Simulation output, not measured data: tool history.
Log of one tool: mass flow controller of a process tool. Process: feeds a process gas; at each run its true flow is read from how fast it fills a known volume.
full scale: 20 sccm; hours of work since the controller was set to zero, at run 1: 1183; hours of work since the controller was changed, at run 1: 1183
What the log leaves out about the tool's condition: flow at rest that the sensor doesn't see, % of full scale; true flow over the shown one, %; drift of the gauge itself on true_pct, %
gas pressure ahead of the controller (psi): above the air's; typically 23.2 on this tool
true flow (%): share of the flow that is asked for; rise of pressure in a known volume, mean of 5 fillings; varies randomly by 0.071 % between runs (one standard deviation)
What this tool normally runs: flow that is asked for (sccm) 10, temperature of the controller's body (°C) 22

| run | day | flow that is asked for (sccm) | gas pressure ahead of the controller (psi) | temperature of the controller's body (°C) | hours of work since the controller was set to zero | hours of work since the controller was changed | true flow (%) |
|---|---|---|---|---|---|---|---|
| 1 | 0 | 10 | 23.2 | 22 | 1183 | 1183 | 100.01 |
| 2 | 5.142 | 10 | 38.4 | 22 | 1254 | 1254 | 99.52 |
| 3 | 7.342 | 10 | 38.4 | 22 | 1285 | 1285 | 99.55 |
| 4 | 11.583 | 10 | 38.4 | 22 | 1343 | 1343 | 99.53 |
| 5 | 14.45 | 10 | 23.2 | 22 | 1383 | 1383 | 100.38 |
| 6 | 16.8 | 10 | 23.2 | 22 | 1415 | 1415 | 100.41 |
| 7 | 20.083 | 10 | 39.6 | 22 | 1460 | 1460 | 99.78 |
| 8 | 24.058 | 10 | 23.2 | 22 | 1515 | 1515 | 100.67 |
| 9 | 27.25 | 10 | 23.2 | 22 | 1559 | 1559 | 100.72 |
| 10 | 31.108 | 10 | 23.2 | 22 | 1612 | 1612 | 100.75 |
| 11 | 35.804 | 10 | 23.2 | 22 | 1677 | 1677 | 100.76 |
| 12 | 39.904 | 12 | 23.2 | 22 | 1734 | 1734 | 101 |
| 13 | 42.417 | 12 | 23.2 | 27 | 1768 | 1768 | 100.86 |
| 14 | 45.512 | 10 | 23.2 | 22 | 1811 | 1811 | 101.11 |
| 15 | 50.675 | 2 | 23.2 | 22 | 1882 | 1882 | 100.94 |
| 16 | 54.492 | 2 | 23.2 | 22 | 1935 | 1935 | 101.02 |
| 17 | 58.467 | 2 | 23.2 | 22 | 1989 | 1989 | 101.2 |
| 18 | 63.525 | 2 | 23.2 | 22 | 2059 | 2059 | 101.22 |
| 19 | 66.879 | 10 | 23.2 | 22 | 2105 | 2105 | 101.7 |
| 20 | 69.871 | 10 | 23.2 | 22 | 2147 | 2147 | 101.59 |
| 21 | 74.088 | 11 | 23.2 | 22 | 2205 | 2205 | 101.7 |
| 22 | 76.942 | 11 | 23.2 | 22 | 2244 | 2244 | 101.85 |
| 23 | 81.942 | 10 | 23.2 | 22 | 2313 | 2313 | 101.9 |
| 24 | 86.658 | 10 | 23.2 | 22 | 2378 | 2378 | 102.05 |
| 25 | 91.554 | 16 | 32.6 | 22 | 2446 | 2446 | 102.05 |
| 26 | 93.846 | 16 | 32.6 | 39 | 2477 | 2477 | 101.35 |
| 27 | 98.862 | 16 | 32.6 | 39 | 2546 | 2546 | 101.37 |
| 28 | 104.067 | 10 | 22 | 22 | 2618 | 2618 | 102.43 |
| 29 | 107.062 | 3 | 22 | 34 | 2659 | 2659 | 101.95 |
| 30 | 109.562 | 3 | 39.5 | 34 | 2694 | 2694 | 101.22 |
|  | 109.992 | gauge calibrated |
| 31 | 112.717 | 9 | 24.9 | 26 | 2737 | 2737 | 99.8 |
| 32 | 117.7 | 3 | 29 | 28 | 2806 | 2806 | 99.57 |
| 33 | 121.971 | 10 | 23.2 | 24 | 2865 | 2865 | 100.3 |
| 34 | 124.258 | 11 | 29.4 | 34 | 2896 | 2896 | 99.77 |
| 35 | 129.546 | 4 | 23.2 | 22 | 2969 | 2969 | 100.42 |
| 36 | 131.754 | 6 | 23.2 | 34 | 3000 | 3000 | 99.84 |
| 37 | 135.829 | 6 | 23.2 | 34 | 3056 | 3056 | 100.04 |
| 38 | 139.646 | 2 | 26 | 33 | 3108 | 3108 | 99.93 |
| 39 | 143.917 | 10 | 35.2 | 22 | 3167 | 3167 | 100.35 |
| 40 | 148.758 | 10 | 35.2 | 22 | 3234 | 3234 | 100.37 |
| 41 | 153.221 | 6 | 20.5 | 26 | 3296 | 3296 | 100.92 |
| 42 | 156.683 | 8 | 28.9 | 22 | 3343 | 3343 | 100.76 |
| 43 | 159.388 | 3 | 23.2 | 35 | 3381 | 3381 | 100.4 |
| 44 | 162.621 | 3 | 23.2 | 38 | 3425 | 3425 | 100.36 |
| 45 | 167.488 | 3 | 32.9 | 28 | 3492 | 3492 | 100.41 |
| 46 | 172.675 | 3 | 32.9 | 28 | 3564 | 3564 | 100.69 |
| 47 | 177.733 | 8 | 21.6 | 24 | 3633 | 3633 | 101.5 |
| 48 | 180.925 | 2 | 21.6 | 24 | 3677 | 3677 | 101.43 |

4 options for the next run, each taken on its own from the tool as it stands now. Forecast them:
| A | 184.233 | 7 | 23.2 | 22 | 3723 | 3723 | ? |
| B | 184.233 | 3 | 35.4 | 23 | 3723 | 3723 | ? |
| C | 184.233 | 11 | 23.2 | 22 | 3723 | 3723 | ? |
| D | 184.233 | 6 | 23.6 | 24 | 3723 | 3723 | ? |

| run | true flow (%) |
|---|---|
| A | 101.69 |
| B | 100.96 |
| C | 101.74 |
| D | 101.51 |
Without the tool's unlogged condition, the same runs would have read:
| run | true flow (%) |
|---|---|
| A | 100 |
| B | 99.29 |
| C | 100.05 |
| D | 99.82 |
